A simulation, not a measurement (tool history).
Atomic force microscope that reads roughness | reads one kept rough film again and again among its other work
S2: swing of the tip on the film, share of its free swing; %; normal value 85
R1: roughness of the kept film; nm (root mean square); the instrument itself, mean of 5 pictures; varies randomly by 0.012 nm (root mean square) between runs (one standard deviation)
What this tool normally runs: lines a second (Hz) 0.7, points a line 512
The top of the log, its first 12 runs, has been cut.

{"run": 13, "hour": 321.4, "lines a second (Hz)": 0.7, "S2": 85, "points a line": 512, "R1": 2.093}
{"run": 14, "hour": 338.5, "lines a second (Hz)": 0.7, "S2": 85, "points a line": 512, "R1": 2.009}
{"run": 15, "hour": 356.0, "lines a second (Hz)": 0.7, "S2": 85, "points a line": 600, "R1": 1.938}
{"run": 16, "hour": 373.9, "lines a second (Hz)": 0.7, "S2": 85, "points a line": 512, "R1": 1.84}
{"run": 17, "hour": 389.0, "lines a second (Hz)": 0.7, "S2": 85, "points a line": 512, "R1": 1.799}
{"run": 18, "hour": 415.2, "lines a second (Hz)": 0.7, "S2": 85, "points a line": 512, "R1": 1.707}
{"run": 19, "hour": 439.9, "lines a second (Hz)": 0.7, "S2": 85, "points a line": 512, "R1": 1.62}
{"run": 20, "hour": 460.4, "lines a second (Hz)": 0.7, "S2": 85, "points a line": 512, "R1": 1.555}
{"hour": 468.3, "done": "new tip fitted"}
{"run": 21, "hour": 491.0, "lines a second (Hz)": 1.649, "S2": 85, "points a line": 667, "R1": 2.338}
{"run": 22, "hour": 507.1, "lines a second (Hz)": 3.385, "S2": 78, "points a line": 941, "R1": 2.059}
{"run": 23, "hour": 526.1, "lines a second (Hz)": 1.08, "S2": 58, "points a line": 313, "R1": 2.389}
{"run": 24, "hour": 553.5, "lines a second (Hz)": 1.08, "S2": 58, "points a line": 313, "R1": 2.182}
{"run": 25, "hour": 587.7, "lines a second (Hz)": 0.793, "S2": 58, "points a line": 313, "R1": 2.029}
{"run": 26, "hour": 606.1, "lines a second (Hz)": 1.167, "S2": 71, "points a line": 313, "R1": 1.867}
{"run": 27, "hour": 641.0, "lines a second (Hz)": 1.167, "S2": 71, "points a line": 313, "R1": 1.71}
{"run": 28, "hour": 655.4, "lines a second (Hz)": 1.167, "S2": 71, "points a line": 313, "R1": 1.65}
{"run": 29, "hour": 673.8, "lines a second (Hz)": 0.64, "S2": 79, "points a line": 313, "R1": 1.62}
{"hour": 708.2, "done": "new tip fitted"}
{"run": 30, "hour": 708.9, "lines a second (Hz)": 1.615, "S2": 73, "points a line": 401, "R1": 2.659}
{"run": 31, "hour": 725.3, "lines a second (Hz)": 0.595, "S2": 77, "points a line": 940, "R1": 2.674}
{"run": 32, "hour": 760.1, "lines a second (Hz)": 0.595, "S2": 77, "points a line": 690, "R1": 2.376}
{"run": 33, "hour": 791.8, "lines a second (Hz)": 1.34, "S2": 85, "points a line": 512, "R1": 1.981}
{"run": 34, "hour": 816.4, "lines a second (Hz)": 0.949, "S2": 68, "points a line": 823, "R1": 2.078}
{"run": 35, "hour": 838.8, "lines a second (Hz)": 1.19, "S2": 75, "points a line": 550, "R1": 1.903}
{"run": 36, "hour": 854.7, "lines a second (Hz)": 1.19, "S2": 75, "points a line": 550, "R1": 1.83}

4 options for the next run, each taken on its own from the tool as it stands now. Forecast them:
{"run": "A", "hour": 890.1, "lines a second (Hz)": 1.38, "S2": 75, "points a line": 550, "R1": "?"}
{"run": "B", "hour": 890.1, "lines a second (Hz)": 1.978, "S2": 62, "points a line": 960, "R1": "?"}
{"run": "C", "hour": 890.1, "lines a second (Hz)": 1.345, "S2": 89, "points a line": 477, "R1": "?"}
{"run": "D", "hour": 890.1, "lines a second (Hz)": 0.584, "S2": 75, "points a line": 550, "R1": "?"}

run=A R1=1.678
run=B R1=1.741
run=C R1=1.542
run=D R1=1.766
With the hidden condition removed and each run's random variation left untouched, the same runs would have given:
run=A R1=2.718
run=B R1=2.821
run=C R1=2.495
run=D R1=2.863
